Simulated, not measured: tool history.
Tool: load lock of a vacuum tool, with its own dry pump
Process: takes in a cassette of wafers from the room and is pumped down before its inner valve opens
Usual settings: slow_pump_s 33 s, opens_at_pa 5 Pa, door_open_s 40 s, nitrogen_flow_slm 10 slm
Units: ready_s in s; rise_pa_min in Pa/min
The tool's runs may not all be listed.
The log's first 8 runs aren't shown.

run    hour  slow_pump_s  opens_at_pa  door_open_s  nitrogen_flow_slm  incoming humidity of the room's air, %  ready_s  rise_pa_min
  9  1011.4           33            5           40                 10                                    45.6     67.2        0.133
 10  1094.5           33            5           40                 10                                      46     67.1        0.133
 11  1249.4           33            5           40                 10                                    42.7     67.6        0.137
 12  1360.6           33            5           40                 10                                    45.6     67.4        0.138
 13  1476.1           33            5           40                  6                                    43.1     66.8        0.142
 14  1580.8           52            5           40                 10                                      46     82.9        0.146
 15  1647.4           33            5           40                 10                                    46.4     67.7        0.146
 16  1737.9           33            4           99                 12                                    45.2     69.3        0.171
 17  1830.9           31            5           40                 10                                    42.5     66.2        0.148
 18  1906.8           31            5          207                 10                                    43.8     65.9        0.214
 19  2019.8           31            5          207                 10                                      42     66.8        0.214
 20  2105.7           24            5           40                  7                                    45.3     60.8        0.163
 21  2199.2           24            5           40                  7                                    43.8     60.4         0.16
 22  2329.3           41            8           51                 10                                    42.4     71.6        0.166
 23  2419.2           29            7           40                 10                                    45.8     62.3        0.166
 24  2517.3           65            7           40                 10                                    50.1     90.5        0.169
 25    2592           65            7           40                 10                                    46.5       91        0.168
 26  2741.5           30            9           40                 10                                    45.9     63.4        0.169
 27  2869.1           35            5           40                 10                                    46.1     69.4        0.177
 28  2950.5           35            5           40                 10                                    48.4     69.6        0.177
 29  3058.3           23            8           56                  5                                    47.3     58.1        0.197
 30  3181.5           36            6          139                 16                                    44.5     70.6         0.22

Forecast each of these 5 alternatives for the next run:
  A  3304.7           41            6          139                 16                                    43.1        ?            ?
  B  3304.7           26            6           37                 17                                    46.2        ?            ?
  C  3304.7           18            5          122                 14                                    47.8        ?            ?
  D  3304.7           18            6           60                 10                                    42.5        ?            ?
  E  3304.7           19            8          139                 36                                    45.5        ?            ?

run  ready_s  rise_pa_min
  A       74        0.212
  B     61.9        0.182
  C       57        0.217
  D     55.3        0.195
  E     54.8        0.207
Without the tool's hidden state the same runs would have given:
run  ready_s  rise_pa_min
  A     72.6        0.054
  B     60.3        0.025
  C     55.3        0.057
  D     53.6        0.037
  E     53.2        0.046
